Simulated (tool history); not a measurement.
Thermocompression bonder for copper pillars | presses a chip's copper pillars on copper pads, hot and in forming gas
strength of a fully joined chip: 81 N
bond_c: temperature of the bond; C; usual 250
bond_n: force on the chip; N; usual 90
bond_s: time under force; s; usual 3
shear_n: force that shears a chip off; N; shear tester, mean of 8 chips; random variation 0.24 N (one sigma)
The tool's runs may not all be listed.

run	hour	bond_c	bond_n	bond_s	shear_n
1	0	250	90	3	37.5
2	12	250	90	3	37.3
3	20.9	250	91	3	37.3
4	28.4	280	90	3	55.5
5	39	280	90	3	55.4
6	48.1	280	90	3	55.9
7	58.5	280	90	3	55.6
8	70.5	250	56	3	21.3
9	78.1	250	56	3	21.3
10	88.9	250	90	3	36.8
11	100	250	90	5	44.2
12	105.8	250	90	7	48.6
13	115.5	250	90	3	36.7
14	127.9	250	90	3	37.1
15	135.8	250	90	3	37.2
16	141	250	90	3	37.1
17	152.5	250	90	3	37
18	164	250	90	3	36.9
19	175.3	250	90	2	31.6
20	185	250	90	2	31.7
21	193.2	260	108	3	50
22	200.8	230	112	3	31.9
23	213	249	90	8	49.9
24	219.9	250	117	3	47
25	229.9	250	107	3	43.7
26	235.9	261	90	2	38.2
27	246.1	250	98	2	34.9
28	252.9	250	98	2	34.8
29	263.2	250	98	2	34.5
30	272.1	264	124	3	58.1
31	283.6	250	90	4	40.3
32	289.2	250	90	4	40.8
33	299.8	239	117	5	46.3
# hour 300.9: forming gas filter changed
34	311.4	239	117	5	50.5
35	320.6	243	88	3	34.3
36	328.5	250	90	5	46.5
37	336.2	254	133	3	59
38	345.3	254	133	3	58.7
39	357.6	250	69	4	33.1
40	363.9	250	69	4	32.9

3 ways to go on from here, each from the tool as it stands after run 40. What would each give?
A	373.8	271	113	4	?
B	373.8	262	100	9	?
C	373.8	233	87	3	?

run	shear_n
A	65.9
B	67
C	28.1
Without the tool's hidden state the same runs would have given:
run	shear_n
A	66.2
B	67.2
C	27.7
